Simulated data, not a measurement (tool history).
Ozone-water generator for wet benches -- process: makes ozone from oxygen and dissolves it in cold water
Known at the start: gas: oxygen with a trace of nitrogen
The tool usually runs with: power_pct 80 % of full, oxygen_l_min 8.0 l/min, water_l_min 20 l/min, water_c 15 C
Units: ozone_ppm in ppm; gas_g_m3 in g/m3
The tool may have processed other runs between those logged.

{"run": 1, "hour": 0.0, "power_pct": 80, "oxygen_l_min": 8.0, "water_l_min": 20, "water_c": 15, "ozone_ppm": 20.5, "gas_g_m3": 187.3}
{"run": 2, "hour": 27.4, "power_pct": 80, "oxygen_l_min": 8.0, "water_l_min": 20, "water_c": 15, "ozone_ppm": 20.7, "gas_g_m3": 189.4}
{"run": 3, "hour": 59.4, "power_pct": 80, "oxygen_l_min": 8.0, "water_l_min": 20, "water_c": 15, "ozone_ppm": 20.7, "gas_g_m3": 188.6}
{"run": 4, "hour": 88.6, "power_pct": 80, "oxygen_l_min": 8.0, "water_l_min": 20, "water_c": 15, "ozone_ppm": 20.9, "gas_g_m3": 186.7}
{"run": 5, "hour": 121.6, "power_pct": 80, "oxygen_l_min": 8.0, "water_l_min": 20, "water_c": 15, "ozone_ppm": 20.3, "gas_g_m3": 186.9}
{"run": 6, "hour": 148.5, "power_pct": 80, "oxygen_l_min": 8.0, "water_l_min": 20, "water_c": 15, "ozone_ppm": 20.7, "gas_g_m3": 187.6}
{"run": 7, "hour": 180.5, "power_pct": 97, "oxygen_l_min": 8.0, "water_l_min": 20, "water_c": 15, "ozone_ppm": 24.0, "gas_g_m3": 219.6}

Estimate the outcome of run 8 from the log above:
{"run": 8, "hour": 214.9, "power_pct": 48, "oxygen_l_min": 11.4, "water_l_min": 20, "water_c": 18, "ozone_ppm": "?", "gas_g_m3": "?"}

Run 8 came out at ozone_ppm 12.2 ppm, gas_g_m3 104.1 g/m3.
With the hidden condition absent and the run-to-run variation left alone, this run would have shown ozone_ppm 12.2 ppm, gas_g_m3 104.1 g/m3.
